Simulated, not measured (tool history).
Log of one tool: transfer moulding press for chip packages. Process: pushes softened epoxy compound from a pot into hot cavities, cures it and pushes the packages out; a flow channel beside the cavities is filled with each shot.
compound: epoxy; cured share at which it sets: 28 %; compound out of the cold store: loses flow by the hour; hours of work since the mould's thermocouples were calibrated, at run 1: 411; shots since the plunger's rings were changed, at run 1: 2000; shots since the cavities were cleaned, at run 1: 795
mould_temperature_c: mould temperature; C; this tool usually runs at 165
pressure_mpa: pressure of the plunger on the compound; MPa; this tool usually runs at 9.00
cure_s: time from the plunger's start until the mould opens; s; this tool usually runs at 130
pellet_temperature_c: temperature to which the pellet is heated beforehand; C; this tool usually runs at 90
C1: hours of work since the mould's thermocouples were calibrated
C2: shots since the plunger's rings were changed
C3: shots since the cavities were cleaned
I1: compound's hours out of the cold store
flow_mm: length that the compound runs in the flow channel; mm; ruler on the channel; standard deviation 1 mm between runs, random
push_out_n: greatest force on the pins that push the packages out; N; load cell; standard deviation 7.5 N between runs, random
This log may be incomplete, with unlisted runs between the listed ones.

run 1 hour=0.0 | mould_temperature_c=165 pressure_mpa=9.00 cure_s=130 pellet_temperature_c=90 | C1=411 C2=2000 C3=795 | I1=14.7 | flow_mm=732 push_out_n=702
run 2 hour=17.8 | mould_temperature_c=166 pressure_mpa=9.00 cure_s=130 pellet_temperature_c=90 | C1=421 C2=2139 C3=934 | I1=44.3 | flow_mm=585 push_out_n=680
run 3 hour=33.1 | mould_temperature_c=166 pressure_mpa=9.00 cure_s=130 pellet_temperature_c=90 | C1=429 C2=2260 C3=1055 | I1=18.9 | flow_mm=707 push_out_n=666
-- hour=36.3 cavities cleaned with cleaning compound and waxed
run 4 hour=57.7 | mould_temperature_c=166 pressure_mpa=9.00 cure_s=130 pellet_temperature_c=90 | C1=442 C2=2440 C3=167 | I1=46.6 | flow_mm=574 push_out_n=470
run 5 hour=80.7 | mould_temperature_c=166 pressure_mpa=9.00 cure_s=130 pellet_temperature_c=90 | C1=455 C2=2621 C3=348 | I1=42.6 | flow_mm=590 push_out_n=570
run 6 hour=98.4 | mould_temperature_c=166 pressure_mpa=9.00 cure_s=130 pellet_temperature_c=90 | C1=464 C2=2759 C3=486 | I1=14.6 | flow_mm=726 push_out_n=607
-- hour=102.3 mould's thermocouples calibrated
run 7 hour=118.2 | mould_temperature_c=166 pressure_mpa=9.00 cure_s=130 pellet_temperature_c=90 | C1=9 C2=2899 C3=626 | I1=14.9 | flow_mm=719 push_out_n=634
run 8 hour=137.1 | mould_temperature_c=166 pressure_mpa=9.00 cure_s=130 pellet_temperature_c=90 | C1=19 C2=3047 C3=774 | I1=37.7 | flow_mm=609 push_out_n=666
run 9 hour=149.7 | mould_temperature_c=165 pressure_mpa=7.80 cure_s=119 pellet_temperature_c=90 | C1=26 C2=3145 C3=872 | I1=43.7 | flow_mm=543 push_out_n=699
-- hour=175.4 cavities cleaned with cleaning compound and waxed
run 10 hour=175.4 | mould_temperature_c=165 pressure_mpa=9.22 cure_s=117 pellet_temperature_c=86 | C1=40 C2=3335 C3=0 | I1=20.4 | flow_mm=701 push_out_n=350
run 11 hour=185.9 | mould_temperature_c=167 pressure_mpa=9.00 cure_s=130 pellet_temperature_c=87 | C1=46 C2=3418 C3=83 | I1=34.2 | flow_mm=620 push_out_n=383
run 12 hour=196.3 | mould_temperature_c=157 pressure_mpa=8.71 cure_s=162 pellet_temperature_c=94 | C1=51 C2=3499 C3=164 | I1=17.3 | flow_mm=720 push_out_n=501
run 13 hour=213.8 | mould_temperature_c=165 pressure_mpa=8.86 cure_s=150 pellet_temperature_c=90 | C1=61 C2=3636 C3=301 | I1=12.7 | flow_mm=725 push_out_n=538
run 14 hour=231.6 | mould_temperature_c=165 pressure_mpa=8.86 cure_s=150 pellet_temperature_c=90 | C1=71 C2=3776 C3=441 | I1=46.3 | flow_mm=564 push_out_n=580
run 15 hour=249.9 | mould_temperature_c=165 pressure_mpa=8.86 cure_s=150 pellet_temperature_c=90 | C1=81 C2=3919 C3=584 | I1=23.7 | flow_mm=668 push_out_n=609

Branching from run 15: 3 alternative next runs. What would each branch give?
run A hour=260.1 | mould_temperature_c=160 pressure_mpa=8.32 cure_s=130 pellet_temperature_c=90 | C1=87 C2=3999 C3=664 | I1=23.4 | flow_mm=? push_out_n=?
run B hour=260.1 | mould_temperature_c=164 pressure_mpa=9.00 cure_s=141 pellet_temperature_c=90 | C1=87 C2=3999 C3=664 | I1=38.1 | flow_mm=? push_out_n=?
run C hour=260.1 | mould_temperature_c=165 pressure_mpa=8.86 cure_s=112 pellet_temperature_c=90 | C1=87 C2=3999 C3=664 | I1=47.8 | flow_mm=? push_out_n=?

run=A flow_mm=662 push_out_n=740
run=B flow_mm=606 push_out_n=655
run=C flow_mm=558 push_out_n=704
What these runs would have given with no unlogged condition in the tool:
run=A flow_mm=682 push_out_n=349
run=B flow_mm=624 push_out_n=314
run=C flow_mm=574 push_out_n=335

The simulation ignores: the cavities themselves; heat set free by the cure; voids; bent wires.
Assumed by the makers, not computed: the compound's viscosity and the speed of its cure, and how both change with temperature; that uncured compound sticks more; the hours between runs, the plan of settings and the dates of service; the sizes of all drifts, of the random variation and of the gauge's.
